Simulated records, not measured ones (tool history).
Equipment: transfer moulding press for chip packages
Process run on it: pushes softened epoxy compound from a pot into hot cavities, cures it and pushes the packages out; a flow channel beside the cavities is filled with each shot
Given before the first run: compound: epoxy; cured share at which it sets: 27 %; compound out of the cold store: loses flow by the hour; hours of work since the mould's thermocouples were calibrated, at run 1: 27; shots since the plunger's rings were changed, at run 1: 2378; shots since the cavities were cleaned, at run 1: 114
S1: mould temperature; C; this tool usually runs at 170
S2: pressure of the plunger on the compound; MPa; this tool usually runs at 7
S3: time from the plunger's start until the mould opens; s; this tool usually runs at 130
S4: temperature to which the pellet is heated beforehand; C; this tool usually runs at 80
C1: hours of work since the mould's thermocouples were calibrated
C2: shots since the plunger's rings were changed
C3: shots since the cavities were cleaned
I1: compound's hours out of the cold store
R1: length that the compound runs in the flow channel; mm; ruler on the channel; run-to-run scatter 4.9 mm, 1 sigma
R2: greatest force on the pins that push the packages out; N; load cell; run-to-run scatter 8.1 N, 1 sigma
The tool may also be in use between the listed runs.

{"run": 1, "day": 0.0, "S1": 170, "S2": 7, "S3": 130, "S4": 80, "C1": 27, "C2": 2378, "C3": 114, "I1": 22.3, "R1": 936, "R2": 459}
{"run": 2, "day": 0.488, "S1": 170, "S2": 7, "S3": 130, "S4": 80, "C1": 35, "C2": 2495, "C3": 231, "I1": 12, "R1": 990, "R2": 543}
{"run": 3, "day": 0.975, "S1": 170, "S2": 7.25, "S3": 130, "S4": 80, "C1": 43, "C2": 2613, "C3": 349, "I1": 25.6, "R1": 932, "R2": 588}
{"run": 4, "day": 1.529, "S1": 170, "S2": 5.68, "S3": 130, "S4": 80, "C1": 52, "C2": 2747, "C3": 483, "I1": 26.7, "R1": 826, "R2": 654}
{"run": 5, "day": 2.621, "S1": 170, "S2": 7, "S3": 130, "S4": 80, "C1": 71, "C2": 3009, "C3": 745, "I1": 30.5, "R1": 896, "R2": 711}
{"run": 6, "day": 3.708, "S1": 170, "S2": 7, "S3": 130, "S4": 80, "C1": 89, "C2": 3271, "C3": 1007, "I1": 25.2, "R1": 913, "R2": 749}
{"day": 4.425, "done": "cavities cleaned with cleaning compound and waxed"}
{"run": 7, "day": 4.825, "S1": 170, "S2": 7, "S3": 130, "S4": 80, "C1": 107, "C2": 3526, "C3": 97, "I1": 36.3, "R1": 857, "R2": 957}
{"run": 8, "day": 5.296, "S1": 170, "S2": 7, "S3": 130, "S4": 80, "C1": 115, "C2": 3639, "C3": 210, "I1": 25.5, "R1": 908, "R2": 905}
{"run": 9, "day": 5.867, "S1": 170, "S2": 7, "S3": 130, "S4": 80, "C1": 124, "C2": 3777, "C3": 348, "I1": 18.8, "R1": 938, "R2": 882}
{"run": 10, "day": 6.467, "S1": 170, "S2": 7, "S3": 130, "S4": 80, "C1": 134, "C2": 3921, "C3": 492, "I1": 37.3, "R1": 846, "R2": 864}
{"run": 11, "day": 7.238, "S1": 170, "S2": 7, "S3": 130, "S4": 80, "C1": 148, "C2": 4107, "C3": 678, "I1": 22.7, "R1": 921, "R2": 893}
{"run": 12, "day": 7.983, "S1": 170, "S2": 7, "S3": 130, "S4": 80, "C1": 160, "C2": 4287, "C3": 858, "I1": 47.9, "R1": 803, "R2": 818}
{"run": 13, "day": 8.692, "S1": 170, "S2": 6.51, "S3": 130, "S4": 80, "C1": 172, "C2": 4457, "C3": 1028, "I1": 36.1, "R1": 824, "R2": 817}
{"day": 9.296, "done": "cavities cleaned with cleaning compound and waxed"}
{"day": 9.421, "done": "cavities cleaned with cleaning compound and waxed, once more"}
{"run": 14, "day": 9.421, "S1": 170, "S2": 7, "S3": 123, "S4": 80, "C1": 182, "C2": 4603, "C3": 0, "I1": 20.4, "R1": 924, "R2": 378}
{"day": 9.779, "done": "plunger's sealing rings changed"}
{"run": 15, "day": 10.429, "S1": 170, "S2": 7, "S3": 123, "S4": 80, "C1": 197, "C2": 157, "C3": 218, "I1": 21, "R1": 966, "R2": 567}
{"run": 16, "day": 10.917, "S1": 172, "S2": 7, "S3": 139, "S4": 75, "C1": 206, "C2": 274, "C3": 335, "I1": 24.6, "R1": 941, "R2": 561}
{"run": 17, "day": 11.592, "S1": 172, "S2": 6.42, "S3": 132, "S4": 75, "C1": 217, "C2": 437, "C3": 498, "I1": 23.9, "R1": 899, "R2": 607}
{"run": 18, "day": 12.367, "S1": 172, "S2": 6.42, "S3": 132, "S4": 75, "C1": 230, "C2": 624, "C3": 685, "I1": 27.6, "R1": 886, "R2": 676}
{"run": 19, "day": 13.192, "S1": 172, "S2": 6.42, "S3": 132, "S4": 75, "C1": 244, "C2": 823, "C3": 884, "I1": 11.4, "R1": 961, "R2": 722}
{"run": 20, "day": 14.029, "S1": 162, "S2": 7, "S3": 130, "S4": 87, "C1": 258, "C2": 1025, "C3": 1086, "I1": 33.7, "R1": 949, "R2": 1216}
{"day": 14.375, "done": "cavities cleaned with cleaning compound and waxed"}
{"run": 21, "day": 14.821, "S1": 170, "S2": 7, "S3": 167, "S4": 81, "C1": 270, "C2": 1200, "C3": 107, "I1": 9.5, "R1": 1016, "R2": 402}
{"run": 22, "day": 15.779, "S1": 170, "S2": 7, "S3": 166, "S4": 75, "C1": 286, "C2": 1431, "C3": 338, "I1": 46.7, "R1": 840, "R2": 560}
{"run": 23, "day": 16.608, "S1": 172, "S2": 7, "S3": 130, "S4": 77, "C1": 300, "C2": 1631, "C3": 538, "I1": 42.2, "R1": 852, "R2": 617}
{"run": 24, "day": 17.733, "S1": 172, "S2": 6.23, "S3": 130, "S4": 83, "C1": 319, "C2": 1902, "C3": 809, "I1": 40.3, "R1": 803, "R2": 693}
{"run": 25, "day": 18.6, "S1": 172, "S2": 6.23, "S3": 130, "S4": 83, "C1": 334, "C2": 2111, "C3": 1018, "I1": 26.1, "R1": 864, "R2": 721}
{"day": 19.283, "done": "cavities cleaned with cleaning compound and waxed"}
{"run": 26, "day": 19.333, "S1": 172, "S2": 6.23, "S3": 130, "S4": 83, "C1": 345, "C2": 2273, "C3": 12, "I1": 29, "R1": 848, "R2": 351}
{"run": 27, "day": 19.942, "S1": 170, "S2": 5.74, "S3": 167, "S4": 86, "C1": 355, "C2": 2419, "C3": 158, "I1": 36.9, "R1": 781, "R2": 452}
{"run": 28, "day": 20.55, "S1": 170, "S2": 5.53, "S3": 167, "S4": 79, "C1": 366, "C2": 2565, "C3": 304, "I1": 24.9, "R1": 823, "R2": 524}
{"run": 29, "day": 21.012, "S1": 170, "S2": 8.37, "S3": 153, "S4": 88, "C1": 374, "C2": 2678, "C3": 417, "I1": 47.6, "R1": 890, "R2": 596}

Results for each run, recomputed without the tool's hidden state and with each run's random variation untouched:
Hidden state present: true mould temperature over the reading, C; pressure that reaches the compound, % of what is set; grip of the stained cavities, % over clean ones'; drift of the gauge itself on flow_mm, %; drift of the gauge itself on push_out_n, %.
run=1 R1=966 R2=358
run=2 R1=1023 R2=359
run=3 R1=964 R2=353
run=4 R1=856 R2=362
run=5 R1=932 R2=354
run=6 R1=952 R2=349
run=7 R1=897 R2=343
run=8 R1=951 R2=344
run=9 R1=985 R2=344
run=10 R1=889 R2=351
run=11 R1=970 R2=374
run=12 R1=848 R2=346
run=13 R1=872 R2=347
run=14 R1=980 R2=364
run=15 R1=968 R2=376
run=16 R1=945 R2=338
run=17 R1=904 R2=326
run=18 R1=893 R2=338
run=19 R1=970 R2=346
run=20 R1=960 R2=552
run=21 R1=1031 R2=317
run=22 R1=854 R2=340
run=23 R1=869 R2=328
run=24 R1=821 R2=337
run=25 R1=885 R2=337
run=26 R1=871 R2=331
run=27 R1=803 R2=328
run=28 R1=848 R2=327
run=29 R1=918 R2=340
